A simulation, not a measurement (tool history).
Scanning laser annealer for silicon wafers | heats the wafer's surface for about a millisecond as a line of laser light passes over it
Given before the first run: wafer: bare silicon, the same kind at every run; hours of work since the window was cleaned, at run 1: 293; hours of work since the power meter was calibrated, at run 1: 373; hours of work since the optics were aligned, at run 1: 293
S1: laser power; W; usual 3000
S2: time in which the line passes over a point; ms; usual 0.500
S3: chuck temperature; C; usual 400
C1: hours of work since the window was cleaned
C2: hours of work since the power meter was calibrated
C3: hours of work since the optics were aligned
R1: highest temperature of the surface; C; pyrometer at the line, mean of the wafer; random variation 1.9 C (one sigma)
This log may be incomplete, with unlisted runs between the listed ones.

| run | day | S1 | S2 | S3 | C1 | C2 | C3 | R1 |
|---|---|---|---|---|---|---|---|---|
| 1 | 0.000 | 3000 | 0.500 | 400 | 293 | 373 | 293 | 1153 |
| 2 | 0.517 | 3000 | 0.500 | 400 | 301 | 381 | 301 | 1156 |
| 3 | 1.462 | 3000 | 0.500 | 400 | 316 | 396 | 316 | 1156 |
| 4 | 2.242 | 3055 | 0.500 | 400 | 328 | 409 | 328 | 1173 |
| 5 | 2.767 | 3000 | 0.500 | 431 | 337 | 417 | 337 | 1186 |
| 6 | 3.675 | 3000 | 0.500 | 400 | 351 | 432 | 351 | 1155 |
| 7 | 4.700 | 3000 | 0.500 | 400 | 368 | 448 | 368 | 1157 |
| 8 | 5.725 | 3000 | 0.500 | 400 | 384 | 465 | 384 | 1157 |
| 9 | 6.683 | 3000 | 0.500 | 400 | 400 | 480 | 400 | 1155 |
| 10 | 7.196 | 3000 | 0.500 | 400 | 408 | 488 | 408 | 1157 |
| 11 | 7.883 | 3000 | 0.406 | 400 | 419 | 499 | 419 | 1081 |
| 12 | 8.746 | 3000 | 0.406 | 382 | 433 | 513 | 433 | 1059 |
| 13 | 9.321 | 3000 | 0.406 | 382 | 442 | 522 | 442 | 1059 |
| 14 | 10.225 | 3000 | 0.406 | 382 | 456 | 537 | 456 | 1060 |
| 15 | 10.933 | 3000 | 0.406 | 382 | 468 | 548 | 468 | 1062 |
| 16 | 11.950 | 3000 | 0.500 | 400 | 484 | 564 | 484 | 1156 |
| 17 | 12.396 | 3000 | 0.500 | 400 | 491 | 571 | 491 | 1157 |
| 18 | 13.121 | 3000 | 0.500 | 400 | 503 | 583 | 503 | 1154 |
| 19 | 14.188 | 3000 | 0.500 | 400 | 520 | 600 | 520 | 1160 |
| 20 | 14.825 | 3000 | 0.500 | 400 | 530 | 610 | 530 | 1157 |
| 21 | 15.475 | 3000 | 0.500 | 400 | 540 | 621 | 540 | 1157 |
| 22 | 16.262 | 3000 | 0.500 | 400 | 553 | 633 | 553 | 1158 |
| 23 | 17.321 | 3000 | 0.500 | 400 | 570 | 650 | 570 | 1159 |
| 24 | 17.888 | 3000 | 0.406 | 399 | 579 | 659 | 579 | 1073 |
| 25 | 18.754 | 3000 | 0.406 | 399 | 593 | 673 | 593 | 1074 |
| 26 | 19.671 | 2590 | 0.406 | 399 | 607 | 688 | 607 | 966 |
| 27 | 20.642 | 2590 | 0.406 | 399 | 623 | 703 | 623 | 965 |
| 28 | 21.479 | 3195 | 0.578 | 396 | 636 | 717 | 636 | 1280 |
| 29 | 21.996 | 3213 | 0.512 | 367 | 645 | 725 | 645 | 1195 |
| 30 | 22.517 | 3160 | 0.473 | 374 | 653 | 733 | 653 | 1156 |
| 31 | 23.458 | 3160 | 0.473 | 374 | 668 | 748 | 668 | 1157 |
| 32 | 24.021 | 2685 | 0.479 | 380 | 677 | 757 | 677 | 1028 |
| 33 | 24.583 | 2685 | 0.479 | 380 | 686 | 766 | 686 | 1026 |
| 34 | 25.454 | 2685 | 0.479 | 380 | 700 | 780 | 700 | 1025 |
| 35 | 26.362 | 2685 | 0.479 | 380 | 714 | 795 | 714 | 1026 |
| 36 | 27.050 | 2685 | 0.479 | 380 | 726 | 806 | 726 | 1023 |
| 37 | 27.738 | 3218 | 0.354 | 413 | 736 | 817 | 736 | 1097 |
| 38 | 28.512 | 2727 | 0.608 | 415 | 749 | 829 | 749 | 1163 |
| 39 | 29.517 | 2727 | 0.608 | 415 | 765 | 845 | 765 | 1165 |
| 40 | 30.042 | 2727 | 0.608 | 415 | 773 | 854 | 773 | 1160 |

Here are 4 independent what-if runs from the current tool condition. What would each one return?
| A | 30.642 | 2699 | 0.595 | 371 | 783 | 863 | 783 | ? |
| B | 30.642 | 2693 | 0.608 | 380 | 783 | 863 | 783 | ? |
| C | 30.642 | 3005 | 0.483 | 400 | 783 | 863 | 783 | ? |
| D | 30.642 | 2605 | 0.571 | 430 | 783 | 863 | 783 | ? |

| run | R1 |
|---|---|
| A | 1100 |
| B | 1110 |
| C | 1144 |
| D | 1115 |
Without the tool's hidden state the same runs would have given:
| run | R1 |
|---|---|
| A | 1101 |
| B | 1111 |
| C | 1146 |
| D | 1117 |
